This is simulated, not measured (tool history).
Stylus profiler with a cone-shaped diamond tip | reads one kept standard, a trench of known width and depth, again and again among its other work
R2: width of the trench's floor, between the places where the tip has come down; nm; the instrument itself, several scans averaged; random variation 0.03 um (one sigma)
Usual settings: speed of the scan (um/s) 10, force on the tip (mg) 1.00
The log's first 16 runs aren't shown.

run 17 hour=349.9 | speed_of_the_scan_(um/s)=5 force_on_the_tip_(mg)=1.00 | depth_of_the_trench_(nm)=502.93 R2=45450
run 18 hour=381.1 | speed_of_the_scan_(um/s)=14 force_on_the_tip_(mg)=0.36 | depth_of_the_trench_(nm)=501.33 R2=45340
run 19 hour=402.2 | speed_of_the_scan_(um/s)=14 force_on_the_tip_(mg)=0.36 | depth_of_the_trench_(nm)=501.23 R2=45320
run 20 hour=426.1 | speed_of_the_scan_(um/s)=14 force_on_the_tip_(mg)=1.92 | depth_of_the_trench_(nm)=505.00 R2=45350
-- hour=428.3 height scale calibrated on a step standard
run 21 hour=450.3 | speed_of_the_scan_(um/s)=4 force_on_the_tip_(mg)=1.15 | depth_of_the_trench_(nm)=503.29 R2=45410
run 22 hour=464.3 | speed_of_the_scan_(um/s)=13 force_on_the_tip_(mg)=0.74 | depth_of_the_trench_(nm)=502.18 R2=45340
run 23 hour=486.5 | speed_of_the_scan_(um/s)=4 force_on_the_tip_(mg)=2.99 | depth_of_the_trench_(nm)=506.69 R2=45380
run 24 hour=505.0 | speed_of_the_scan_(um/s)=7 force_on_the_tip_(mg)=2.99 | depth_of_the_trench_(nm)=506.72 R2=45420
run 25 hour=519.4 | speed_of_the_scan_(um/s)=31 force_on_the_tip_(mg)=1.00 | depth_of_the_trench_(nm)=502.80 R2=45190
run 26 hour=533.4 | speed_of_the_scan_(um/s)=12 force_on_the_tip_(mg)=1.31 | depth_of_the_trench_(nm)=503.61 R2=45290
run 27 hour=553.1 | speed_of_the_scan_(um/s)=12 force_on_the_tip_(mg)=1.31 | depth_of_the_trench_(nm)=503.57 R2=45400
-- hour=573.1 height scale calibrated on a step standard, once more
run 28 hour=577.8 | speed_of_the_scan_(um/s)=31 force_on_the_tip_(mg)=2.32 | depth_of_the_trench_(nm)=506.13 R2=45300
run 29 hour=600.8 | speed_of_the_scan_(um/s)=31 force_on_the_tip_(mg)=2.32 | depth_of_the_trench_(nm)=506.28 R2=45310
run 30 hour=618.4 | speed_of_the_scan_(um/s)=31 force_on_the_tip_(mg)=2.32 | depth_of_the_trench_(nm)=506.21 R2=45310
run 31 hour=639.0 | speed_of_the_scan_(um/s)=3 force_on_the_tip_(mg)=0.73 | depth_of_the_trench_(nm)=502.85 R2=45370
run 32 hour=656.1 | speed_of_the_scan_(um/s)=3 force_on_the_tip_(mg)=0.73 | depth_of_the_trench_(nm)=502.74 R2=45410

Forecast each of these 3 alternatives for the next run:
run A hour=673.5 | speed_of_the_scan_(um/s)=7 force_on_the_tip_(mg)=0.97 | depth_of_the_trench_(nm)=? R2=?
run B hour=673.5 | speed_of_the_scan_(um/s)=7 force_on_the_tip_(mg)=0.45 | depth_of_the_trench_(nm)=? R2=?
run C hour=673.5 | speed_of_the_scan_(um/s)=18 force_on_the_tip_(mg)=0.73 | depth_of_the_trench_(nm)=? R2=?

run=A depth_of_the_trench_(nm)=503.45 R2=45390
run=B depth_of_the_trench_(nm)=502.01 R2=45290
run=C depth_of_the_trench_(nm)=502.90 R2=45230
Without the tool's hidden state the same runs would have given:
run=A depth_of_the_trench_(nm)=503.47 R2=45620
run=B depth_of_the_trench_(nm)=502.04 R2=45520
run=C depth_of_the_trench_(nm)=502.92 R2=45470
